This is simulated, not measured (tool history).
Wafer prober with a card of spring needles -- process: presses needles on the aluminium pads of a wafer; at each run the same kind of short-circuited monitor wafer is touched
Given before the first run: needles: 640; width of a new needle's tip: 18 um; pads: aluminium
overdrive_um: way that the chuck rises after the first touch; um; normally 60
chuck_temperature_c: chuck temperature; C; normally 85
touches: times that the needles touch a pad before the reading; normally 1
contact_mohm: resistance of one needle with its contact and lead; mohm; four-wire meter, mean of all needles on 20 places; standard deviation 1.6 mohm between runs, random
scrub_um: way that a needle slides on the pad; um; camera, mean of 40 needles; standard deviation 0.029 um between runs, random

run	hour	overdrive_um	chuck_temperature_c	touches	contact_mohm	scrub_um
1	0.0	60	85	1	187	12.44
# hour 16.9: tips cleaned on abrasive film
2	30.0	60	85	1	272	12.36
# hour 33.8: tips cleaned on abrasive film
# hour 53.7: tips cleaned on abrasive film
# hour 72.4: tips cleaned on abrasive film
# hour 91.4: tips cleaned on abrasive film
3	97.4	60	85	1	229	12.36
# hour 109.0: tips cleaned on abrasive film
# hour 128.4: tips cleaned on abrasive film
# hour 148.0: tips cleaned on abrasive film
4	155.2	60	85	2	214	12.33
# hour 166.7: tips cleaned on abrasive film
# hour 186.7: tips cleaned on abrasive film
# hour 205.3: tips cleaned on abrasive film
5	211.1	60	85	2	214	12.26
# hour 223.2: tips cleaned on abrasive film
# hour 243.3: tips cleaned on abrasive film
6	257.5	60	85	2	232	12.22
# hour 261.6: tips cleaned on abrasive film
# hour 277.8: tips cleaned on abrasive film
# hour 282.1: height of the first contact set anew
7	288.4	60	85	2	221	12.43
# hour 296.5: tips cleaned on abrasive film
# hour 316.0: tips cleaned on abrasive film
# hour 335.3: tips cleaned on abrasive film
# hour 353.2: tips cleaned on abrasive film
8	355.0	60	26	1	186	12.36
# hour 369.6: tips cleaned on abrasive film
# hour 389.6: tips cleaned on abrasive film
# hour 408.0: tips cleaned on abrasive film
9	417.9	60	85	1	262	12.34
# hour 426.0: tips cleaned on abrasive film
# hour 445.0: tips cleaned on abrasive film
# hour 464.6: tips cleaned on abrasive film
10	478.2	60	85	1	285	12.28
# hour 482.3: tips cleaned on abrasive film
# hour 500.9: tips cleaned on abrasive film
# hour 518.5: tips cleaned on abrasive film
11	518.5	60	85	2	164	12.26
# hour 537.5: tips cleaned on abrasive film
# hour 556.0: tips cleaned on abrasive film
# hour 575.0: tips cleaned on abrasive film
12	580.5	60	32	1	235	12.24
# hour 591.9: tips cleaned on abrasive film
# hour 596.2: height of the first contact set anew
# hour 610.4: tips cleaned on abrasive film
# hour 628.6: tips cleaned on abrasive film
13	632.4	60	85	1	217	12.35
# hour 647.1: tips cleaned on abrasive film
# hour 665.4: tips cleaned on abrasive film
14	665.4	60	85	1	173	12.43
# hour 683.2: tips cleaned on abrasive film
# hour 702.0: tips cleaned on abrasive film
# hour 721.6: tips cleaned on abrasive film
15	728.8	60	85	1	245	12.41
# hour 739.7: tips cleaned on abrasive film
# hour 757.6: tips cleaned on abrasive film
16	770.8	60	85	1	283	12.30
# hour 774.9: tips cleaned on abrasive film
# hour 794.6: tips cleaned on abrasive film
# hour 810.7: tips cleaned on abrasive film
17	813.2	44	26	2	214	9.03
# hour 828.0: tips cleaned on abrasive film
# hour 847.1: tips cleaned on abrasive film
18	862.2	45	77	1	378	9.12
# hour 866.3: tips cleaned on abrasive film
# hour 886.0: tips cleaned on abrasive film
# hour 904.2: tips cleaned on abrasive film
# hour 908.5: height of the first contact set anew
# hour 920.6: tips cleaned on abrasive film
19	927.4	45	77	1	322	9.28
# hour 939.0: tips cleaned on abrasive film
# hour 958.5: tips cleaned on abrasive film
20	968.1	45	77	1	360	9.31
# hour 975.7: tips cleaned on abrasive film
# hour 994.8: tips cleaned on abrasive film
21	1006.0	66	58	2	220	13.66
# hour 1013.8: tips cleaned on abrasive film
# hour 1030.0: tips cleaned on abrasive film
22	1037.2	66	28	1	248	13.67
# hour 1047.7: tips cleaned on abrasive film
# hour 1064.8: tips cleaned on abrasive film
23	1064.8	66	28	1	157	13.67
# hour 1084.9: tips cleaned on abrasive film
# hour 1104.1: tips cleaned on abrasive film
24	1108.4	67	38	2	187	13.77
# hour 1120.5: tips cleaned on abrasive film
25	1136.4	67	38	2	222	13.78
# hour 1140.5: tips cleaned on abrasive film
# hour 1160.2: tips cleaned on abrasive film
# hour 1179.0: tips cleaned on abrasive film
# hour 1197.2: tips cleaned on abrasive film
26	1201.2	67	38	2	189	13.71
# hour 1216.4: tips cleaned on abrasive film
# hour 1220.7: height of the first contact set anew
# hour 1232.9: tips cleaned on abrasive film
# hour 1251.6: tips cleaned on abrasive film
27	1251.8	40	39	2	180	8.30
# hour 1267.9: tips cleaned on abrasive film
# hour 1285.7: tips cleaned on abrasive film
28	1288.2	63	64	1	208	13.06

Forecast each of these 4 alternatives for the next run:
# hour 1303.9: tips cleaned on abrasive film
# hour 1320.0: tips cleaned on abrasive film
# hour 1338.7: tips cleaned on abrasive film
A	1351.8	43	85	1	?	?
# hour 1303.9: tips cleaned on abrasive film
# hour 1320.0: tips cleaned on abrasive film
# hour 1338.7: tips cleaned on abrasive film
B	1351.8	66	66	2	?	?
# hour 1303.9: tips cleaned on abrasive film
# hour 1320.0: tips cleaned on abrasive film
# hour 1338.7: tips cleaned on abrasive film
C	1351.8	42	85	1	?	?
# hour 1303.9: tips cleaned on abrasive film
# hour 1320.0: tips cleaned on abrasive film
# hour 1338.7: tips cleaned on abrasive film
D	1351.8	47	85	1	?	?

run	contact_mohm	scrub_um
A	406	8.81
B	221	13.60
C	417	8.58
D	373	9.70
With no hidden state in the tool, these same runs would have given:
run	contact_mohm	scrub_um
A	162	8.91
B	151	13.71
C	162	8.68
D	165	9.80
